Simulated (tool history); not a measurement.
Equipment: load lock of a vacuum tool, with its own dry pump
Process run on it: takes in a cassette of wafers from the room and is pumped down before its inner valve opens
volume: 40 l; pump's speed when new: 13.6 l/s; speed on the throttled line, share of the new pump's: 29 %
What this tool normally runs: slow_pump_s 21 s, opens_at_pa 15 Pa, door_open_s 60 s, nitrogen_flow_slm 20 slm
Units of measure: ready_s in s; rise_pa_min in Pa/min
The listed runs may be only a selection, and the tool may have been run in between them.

run,hour,slow_pump_s,opens_at_pa,door_open_s,nitrogen_flow_slm,"incoming humidity of the room's air, %",ready_s,rise_pa_min
1,0,21,15,60,20,43.4,44.7,0.046
2,162.1,21,16,60,20,44.4,44.4,0.053
3,285.8,21,15,95,20,44.6,44.8,0.054
4,412.8,21,15,95,20,44.2,44.6,0.054
5,504.6,21,15,95,20,46.2,44.6,0.054
6,648.7,21,15,95,20,45.9,44.5,0.059
7,728.7,21,15,95,20,46.3,44.8,0.057
8,882.5,21,15,95,20,46.1,44.3,0.06
9,1002.6,21,15,95,20,45.3,43.9,0.06
10,1140.6,21,15,95,20,45.6,45.1,0.064
11,1271.9,21,15,95,20,46,44.1,0.063
12,1396.7,21,15,95,20,47,45,0.063
13,1540.8,21,15,95,20,46.1,45.1,0.064
14,1636.9,38,15,131,20,46.9,56.4,0.074
15,1732.6,38,15,131,20,44.4,56.4,0.073
# hour 1855: dry pump taken out, an overhauled one fitted
16,1858.9,38,15,131,20,46.3,53.2,0.069
17,1959.4,13,15,60,7,42.9,35.9,0.073
18,2078.1,11,15,60,5,43.5,34,0.086
19,2218.4,11,15,60,5,45.5,34.6,0.087
20,2381.8,19,20,39,22,47.3,39.1,0.062
21,2497.6,19,20,39,22,45.1,38.5,0.067

Hidden state or all else? Some run-to-run changes of ready_s, split into what the settings, what came in and random variation would give without the hidden state, and what is left for the hidden state (with any gauge scatter that isn't in both results):
What the log doesn't record here: pump's speed, % of a new pump's; leak at the door's seal, Pa l/s; drift of the gauge itself on ready_s, %; drift of the gauge itself on rise_pa_min, %.
Run 13 -> 14: slow_pump_s 21 -> 38, door_open_s 95 -> 131. ready_s +11.3 s: hidden state -0.9, all else +12.2.
Run 15 -> 16: dry pump taken out, an overhauled one fitted. ready_s -3.2 s: hidden state -3, all else -0.2.
Run 16 -> 17: slow_pump_s 38 -> 13, door_open_s 131 -> 60, nitrogen_flow_slm 20 -> 7. ready_s -17.3 s: hidden state +0, all else -17.3.
